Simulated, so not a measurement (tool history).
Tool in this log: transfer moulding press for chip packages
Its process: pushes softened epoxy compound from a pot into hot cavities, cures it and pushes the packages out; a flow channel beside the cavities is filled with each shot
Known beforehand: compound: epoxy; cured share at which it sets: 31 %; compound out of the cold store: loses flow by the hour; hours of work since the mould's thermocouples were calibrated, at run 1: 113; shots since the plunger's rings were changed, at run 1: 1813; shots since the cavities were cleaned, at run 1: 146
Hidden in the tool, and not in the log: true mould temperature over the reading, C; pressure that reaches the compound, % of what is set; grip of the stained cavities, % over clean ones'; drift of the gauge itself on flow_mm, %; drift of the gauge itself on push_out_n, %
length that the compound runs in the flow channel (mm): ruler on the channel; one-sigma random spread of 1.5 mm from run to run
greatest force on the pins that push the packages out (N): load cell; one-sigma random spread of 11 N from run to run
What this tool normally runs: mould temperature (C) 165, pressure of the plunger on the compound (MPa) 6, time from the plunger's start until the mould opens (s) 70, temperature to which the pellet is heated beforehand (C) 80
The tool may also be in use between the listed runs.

run,hour,mould temperature (C),pressure of the plunger on the compound (MPa),time from the plunger's start until the mould opens (s),temperature to which the pellet is heated beforehand (C),hours of work since the mould's thermocouples were calibrated,shots since the plunger's rings were changed,shots since the cavities were cleaned,incoming compound's hours out of the cold store,length that the compound runs in the flow channel (mm),greatest force on the pins that push the packages out (N)
1,0,165,6,70,80,113,1813,146,20.1,527,613
2,29.2,165,6,70,80,126,2092,425,39.7,471,674
3,48,165,6,70,80,134,2273,606,35.6,482,739
# hour 64.4: cavities cleaned with cleaning compound and waxed
4,64.4,165,6,70,80,140,2415,0,22.5,516,549
5,81.4,165,6,70,80,147,2578,163,43.9,459,584
6,103.1,165,6,70,80,156,2786,371,19,527,673
# hour 122.7: plunger's sealing rings changed
7,124.9,165,6,70,80,165,22,557,19.8,539,737
8,142.3,165,6,71,80,172,188,723,35.2,493,771
# hour 145.9: cavities cleaned with cleaning compound and waxed
9,167.1,165,6,71,80,182,411,202,11.8,564,633
10,186.6,165,6,71,80,190,598,389,19.6,536,682
11,213.4,167,6,71,80,201,855,646,34,490,650
# hour 225.6: cavities cleaned with cleaning compound and waxed
12,241.9,165,6,70,76,213,1113,156,30.3,502,585
13,256.6,165,4.94,70,80,219,1255,298,8.5,517,691
14,276.8,165,4.94,70,80,228,1449,492,26.3,463,715
15,299.7,165,4.94,70,80,237,1667,710,34.9,440,746
# hour 305.8: cavities cleaned with cleaning compound and waxed
16,320.2,165,6,87,87,245,1850,139,13.1,551,473
17,335.9,165,7.08,70,80,252,2001,290,29.9,543,639
18,350.4,165,7.08,70,80,258,2139,428,35.6,524,673
19,376.9,165,7.08,70,72,269,2393,682,13.7,590,788
# hour 385.5: cavities cleaned with cleaning compound and waxed
20,397.4,157,5.64,51,71,277,2575,114,14,537,1948
21,426,157,6.34,51,86,289,2849,388,19.7,549,2200
# hour 438.1: plunger's sealing rings changed
22,452.1,157,6.34,51,86,299,134,614,22.5,559,2276
23,465.1,166,6,70,80,305,259,739,41.1,474,696
# hour 469.3: cavities cleaned with cleaning compound and waxed
24,480.3,166,7.5,70,72,311,391,106,38.3,539,555
25,496,166,7.5,70,79,317,541,256,8.6,639,618
26,521.6,162,6.29,79,83,328,786,501,11.7,578,707
27,537.1,171,5.95,70,80,335,935,650,27.7,500,605
# hour 549.4: cavities cleaned with cleaning compound and waxed
28,559.7,171,4.98,70,80,344,1137,99,41.1,424,471
29,582.6,161,7.22,94,87,353,1356,318,30.7,555,535

For some of the steps in length that the compound runs in the flow channel (mm) from one run to the next: how much would appear even if the tool had no hidden state, given the settings, what came in and random variation, and how much remains for the hidden state plus any gauge scatter that the measured result and the result without hidden state don't share?
Run 6 -> 7: plunger's sealing rings changed. length that the compound runs in the flow channel (mm) +12: hidden state +16, all else -4.
Run 15 -> 16: pressure of the plunger on the compound (MPa) 4.94 -> 6, time from the plunger's start until the mould opens (s) 70 -> 87, temperature to which the pellet is heated beforehand (C) 80 -> 87, cavities cleaned with cleaning compound and waxed. length that the compound runs in the flow channel (mm) +111: hidden state -3, all else +114.
Run 21 -> 22: plunger's sealing rings changed. length that the compound runs in the flow channel (mm) +10: hidden state +17, all else -7.
Run 28 -> 29: mould temperature (C) 171 -> 161, pressure of the plunger on the compound (MPa) 4.98 -> 7.22, time from the plunger's start until the mould opens (s) 70 -> 94, temperature to which the pellet is heated beforehand (C) 80 -> 87. length that the compound runs in the flow channel (mm) +131: hidden state -3, all else +134.
